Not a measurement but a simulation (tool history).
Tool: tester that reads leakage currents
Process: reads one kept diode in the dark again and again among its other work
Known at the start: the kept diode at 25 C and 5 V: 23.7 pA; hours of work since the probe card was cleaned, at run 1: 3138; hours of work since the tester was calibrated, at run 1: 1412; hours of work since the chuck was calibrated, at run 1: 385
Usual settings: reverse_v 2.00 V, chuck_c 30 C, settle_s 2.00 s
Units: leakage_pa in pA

| run | hour | reverse_v | chuck_c | settle_s | hours of work since the probe card was cleaned | hours of work since the tester was calibrated | hours of work since the chuck was calibrated | leakage_pa |
|---|---|---|---|---|---|---|---|---|
| 1 | 0.0 | 2.00 | 30 | 2.00 | 3138 | 1412 | 385 | 26.83 |
| 2 | 141.4 | 2.00 | 30 | 2.00 | 3214 | 1488 | 461 | 26.81 |
| 3 | 297.2 | 2.00 | 30 | 2.00 | 3298 | 1572 | 545 | 26.89 |
|  | 383.3 | chuck's temperature calibrated |
| 4 | 492.7 | 2.00 | 30 | 2.00 | 3402 | 1676 | 59 | 26.85 |
| 5 | 608.0 | 2.00 | 30 | 2.00 | 3464 | 1738 | 121 | 26.91 |
| 6 | 740.7 | 2.00 | 30 | 2.00 | 3536 | 1810 | 192 | 26.84 |
| 7 | 918.0 | 2.00 | 49 | 2.00 | 3631 | 1905 | 288 | 127.57 |
| 8 | 1106.2 | 2.00 | 49 | 2.00 | 3733 | 2007 | 389 | 127.72 |
|  | 1193.5 | probe card cleaned and baked |
| 9 | 1197.8 | 2.00 | 49 | 2.00 | 2 | 2054 | 437 | 126.56 |
| 10 | 1362.5 | 2.00 | 49 | 2.00 | 91 | 2143 | 526 | 127.69 |
| 11 | 1456.0 | 2.00 | 30 | 2.00 | 141 | 2193 | 576 | 26.86 |
|  | 1474.5 | chuck's temperature calibrated |
| 12 | 1589.1 | 2.00 | 30 | 2.00 | 212 | 2264 | 62 | 26.84 |
| 13 | 1684.3 | 2.00 | 30 | 2.00 | 263 | 2315 | 113 | 26.84 |
| 14 | 1853.9 | 2.00 | 24 | 2.00 | 355 | 2407 | 204 | 15.93 |
| 15 | 1975.4 | 2.00 | 24 | 2.00 | 420 | 2472 | 270 | 15.80 |
| 16 | 2165.2 | 2.00 | 30 | 2.00 | 522 | 2574 | 372 | 26.95 |
| 17 | 2357.7 | 2.00 | 30 | 2.00 | 626 | 2678 | 476 | 26.99 |
| 18 | 2486.1 | 2.00 | 30 | 2.00 | 695 | 2747 | 545 | 26.99 |
|  | 2565.1 | chuck's temperature calibrated |
| 19 | 2565.7 | 2.43 | 30 | 2.00 | 737 | 2789 | 0 | 28.82 |
| 20 | 2759.5 | 10.19 | 21 | 0.37 | 841 | 2893 | 105 | 27.40 |
| 21 | 2874.9 | 3.56 | 45 | 5.10 | 903 | 2955 | 167 | 114.28 |
| 22 | 2975.5 | 3.56 | 45 | 5.10 | 957 | 3009 | 221 | 113.98 |
| 23 | 3159.7 | 3.56 | 45 | 5.10 | 1057 | 3109 | 320 | 114.19 |
| 24 | 3243.2 | 4.37 | 37 | 2.00 | 1101 | 3153 | 365 | 64.83 |
| 25 | 3339.5 | 1.27 | 28 | 1.28 | 1153 | 3205 | 417 | 19.26 |
| 26 | 3440.0 | 12.60 | 22 | 1.43 | 1207 | 3259 | 471 | 27.05 |
| 27 | 3590.3 | 12.60 | 22 | 1.43 | 1288 | 3340 | 552 | 27.17 |
|  | 3659.3 | chuck's temperature calibrated |
| 28 | 3723.4 | 1.44 | 42 | 0.41 | 1359 | 3411 | 35 | 65.93 |
| 29 | 3891.0 | 7.88 | 30 | 1.30 | 1449 | 3501 | 125 | 44.86 |
| 30 | 3989.5 | 2.00 | 30 | 0.38 | 1502 | 3554 | 178 | 27.96 |
| 31 | 4148.8 | 2.00 | 30 | 0.38 | 1588 | 3640 | 264 | 27.88 |
| 32 | 4294.4 | 4.87 | 32 | 1.10 | 1666 | 3718 | 342 | 44.65 |
| 33 | 4466.8 | 6.77 | 30 | 2.00 | 1759 | 3811 | 435 | 41.96 |
| 34 | 4580.6 | 6.77 | 30 | 2.00 | 1821 | 3873 | 496 | 42.20 |
| 35 | 4708.1 | 12.77 | 33 | 1.50 | 1889 | 3941 | 565 | 69.54 |
|  | 4748.3 | chuck's temperature calibrated |
| 36 | 4850.1 | 6.57 | 21 | 7.08 | 1965 | 4017 | 55 | 18.35 |
| 37 | 4957.3 | 2.00 | 23 | 9.16 | 2022 | 4074 | 113 | 14.37 |
| 38 | 5074.4 | 2.00 | 23 | 9.16 | 2085 | 4137 | 176 | 14.30 |

3 ways to go on from here, each from the tool as it stands after run 38. What would each give?
| A | 5220.3 | 18.61 | 23 | 0.64 | 2164 | 4216 | 254 | ? |
| B | 5220.3 | 2.80 | 25 | 0.52 | 2164 | 4216 | 254 | ? |
| C | 5220.3 | 2.00 | 31 | 9.16 | 2164 | 4216 | 254 | ? |

| run | leakage_pa |
|---|---|
| A | 38.32 |
| B | 20.52 |
| C | 29.03 |
Without the tool's hidden state the same runs would have given:
| run | leakage_pa |
|---|---|
| A | 38.26 |
| B | 20.51 |
| C | 29.02 |
